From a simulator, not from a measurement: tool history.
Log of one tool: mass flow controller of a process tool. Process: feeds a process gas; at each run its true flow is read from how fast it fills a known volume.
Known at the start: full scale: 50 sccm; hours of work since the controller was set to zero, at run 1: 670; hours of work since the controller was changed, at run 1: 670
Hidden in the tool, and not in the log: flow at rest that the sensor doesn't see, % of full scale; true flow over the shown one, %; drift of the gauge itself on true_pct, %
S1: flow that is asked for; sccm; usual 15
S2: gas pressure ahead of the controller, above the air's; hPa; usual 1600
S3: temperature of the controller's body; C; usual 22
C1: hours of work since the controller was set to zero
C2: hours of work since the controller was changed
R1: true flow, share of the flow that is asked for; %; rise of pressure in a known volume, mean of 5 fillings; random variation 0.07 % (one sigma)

run	hour	S1	S2	S3	C1	C2	R1
1	0	15	1600	22	670	670	98.8
2	93.9	15	1600	22	739	739	98.79
3	155.6	15	1600	22	784	784	98.7
4	230.2	8	1600	22	839	839	98.98
5	294.3	8	1600	32	886	886	99.37
6	409.1	15	1600	22	970	970	98.82
7	495.4	15	1600	22	1033	1033	98.84
8	560.2	15	1600	25	1080	1080	99.01
9	640.3	15	1600	25	1139	1139	99.05
10	733.3	15	1600	30	1207	1207	99.14
11	838.3	15	1600	30	1284	1284	99.26
12	954.3	15	1600	30	1369	1369	99.22
13	1066.4	15	1600	30	1451	1451	99.27
14	1128.2	15	1600	30	1497	1497	99.39
15	1180.5	15	1600	30	1535	1535	99.28
16	1299.6	15	1600	30	1622	1622	99.3
17	1351.1	15	1500	22	1660	1660	99.03
18	1442.7	15	1640	22	1727	1727	98.99
19	1540.2	15	1600	22	1798	1798	99
20	1613.2	15	1600	22	1852	1852	98.96
# hour 1622.3: controller's zero set anew
21	1691.3	15	1600	26	51	1909	99.91
22	1799.3	15	1600	26	130	1988	99.95
23	1891.4	11	1600	26	197	2055	100.17
# hour 1937.1: controller's zero set anew, once more
24	2010.4	10	1820	26	54	2142	97.86
25	2080.5	10	1820	26	105	2194	97.97
26	2200.5	26	1600	22	193	2282	98.6
27	2303	31	1600	21	268	2357	98.68
28	2419.4	31	2320	20	353	2442	98.26
29	2485.8	16	1530	24	402	2491	98.29
30	2600.2	16	1530	24	486	2574	98.26
31	2706.4	16	1600	26	564	2652	98.38
32	2799	22	1780	22	632	2720	98.29
33	2908.2	22	1460	36	712	2800	99.06
34	3029.3	8	1520	29	800	2889	98.72
35	3131.5	45	1600	36	875	2964	99.8
36	3195.7	11	1990	20	922	3011	97.86
37	3246.1	11	1990	20	959	3048	98.02
38	3347.5	13	2440	22	1033	3122	97.81
39	3409.3	44	2250	22	1079	3167	98.82
40	3523.2	9	1980	32	1162	3251	98.71
41	3638.6	9	1980	32	1247	3335	98.72
42	3743.2	47	1520	24	1323	3412	99.33
43	3853.7	47	1520	24	1404	3493	99.33
44	3964.2	47	1520	24	1485	3574	99.37

Forecast each of these 3 alternatives for the next run:
A	4068.9	19	1520	32	1562	3651	?
B	4068.9	47	1520	31	1562	3651	?
C	4068.9	47	1600	22	1562	3651	?

run	R1
A	98.97
B	99.57
C	99.1
Without the tool's hidden state the same runs would have given:
run	R1
A	99.38
B	100.35
C	99.87

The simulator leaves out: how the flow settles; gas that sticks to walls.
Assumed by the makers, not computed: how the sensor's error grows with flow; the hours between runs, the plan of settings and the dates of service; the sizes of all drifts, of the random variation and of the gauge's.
